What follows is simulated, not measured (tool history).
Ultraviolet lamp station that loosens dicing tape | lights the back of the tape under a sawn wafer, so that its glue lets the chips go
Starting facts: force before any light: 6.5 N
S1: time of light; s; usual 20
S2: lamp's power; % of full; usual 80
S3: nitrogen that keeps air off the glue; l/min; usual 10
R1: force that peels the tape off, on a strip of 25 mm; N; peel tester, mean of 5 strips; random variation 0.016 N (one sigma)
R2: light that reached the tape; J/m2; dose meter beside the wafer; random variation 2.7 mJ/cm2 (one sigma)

run    hour  S1  S2  S3     R1    R2
  1       0  20  80  10  1.515  2380
       15.9  -- lamp changed
  2      24  20  80  10  0.865  3510
  3    49.5  20  70  10  1.098  2950
  4    70.5  20  80  10  0.858  3400
  5   108.3  20  80  10   0.88  3330
  6   134.5  20  80  10  0.885  3260
  7   154.5  20  80  10   0.94  3280
  8   197.6  20  80  10  0.951  3230
  9   217.5  20  80  10  0.943  3250
 10   259.1  20  80  10  0.988  3110
 11   279.7  20  80  10  1.019  3170
 12   307.9  20  80  10  1.024  3140
 13   340.8  20  80  10  1.052  3010
 14   359.3  20  80  10  1.041  3060
      391.3  -- window cleaned of glue's vapour
 15   399.3  20  80  10  0.966  3160
 16   424.3  20  80  10  0.961  3150
 17   447.2  20  80  10  0.977  3170
 18   470.3  20  80  10  1.003  3130
 19   494.4  20  80  10  1.044  3070
 20   516.3  20  80  10  1.026  3070
 21   551.5  20  80  10  1.045  3020
 22   592.5  20  80  10  1.076  2920
 23   616.6  21  72  10  1.202  2740
 24   635.7  21  72  10  1.267  2760
 25   666.6  37  80  17  0.273  5350
 26   705.2  10  80  10  2.794  1410
 27   745.9  26  92   5  0.789  4140
 28   765.4  26  95   7  0.634  4240
 29   785.8  13  95   7   1.97  2130
 30   823.7  15  82   7  1.951  2070
 31   853.6  35  88  16  0.302  5110
 32   887.6  36  88   9  0.369  5110
 33   921.8  24  94   8  0.829  3560
 34   950.2  24  94  14  0.717  3490
 35   984.1  35  94  14  0.312  5040
 36    1019  27  95   8  0.722  3900
 37  1041.3  27  95   8  0.714  3810
 38  1082.8  27  95   8  0.779  3780
     1093.8  -- window cleaned of glue's vapour
 39  1122.8  27  95   8  0.701  3980
 40  1143.1  34  62   7  1.058  3270
 41  1173.7  34  62   7  1.083  3200
 42  1196.2  12  68  17  2.935  1210

Below, some changes in R1 between adjacent runs. For each, the amount present without the hidden state too (settings, incoming material, random variation) and the amount remaining for the hidden state with gauge scatter not shared by both compared results:
Unlogged tool condition in this case: lamp's light, % of a new lamp's; light that the window lets through, % of a clean one's; drift of the gauge itself on peel_n, %; drift of the gauge itself on dose_mj_cm2, %.
Run 1 -> 2: lamp changed. R1 -0.65 N: hidden state -0.699, all else +0.049.
Run 25 -> 26: S1 37 -> 10, S3 17 -> 10. R1 +2.521 N: hidden state +0.498, all else +2.023.
Run 26 -> 27: S1 10 -> 26, S2 80 -> 92, S3 10 -> 5. R1 -2.005 N: hidden state -0.256, all else -1.749.
Run 30 -> 31: S1 15 -> 35, S2 82 -> 88, S3 7 -> 16. R1 -1.649 N: hidden state -0.499, all else -1.15.
Run 41 -> 42: S1 34 -> 12, S2 62 -> 68, S3 7 -> 17. R1 +1.852 N: hidden state +0.386, all else +1.466.
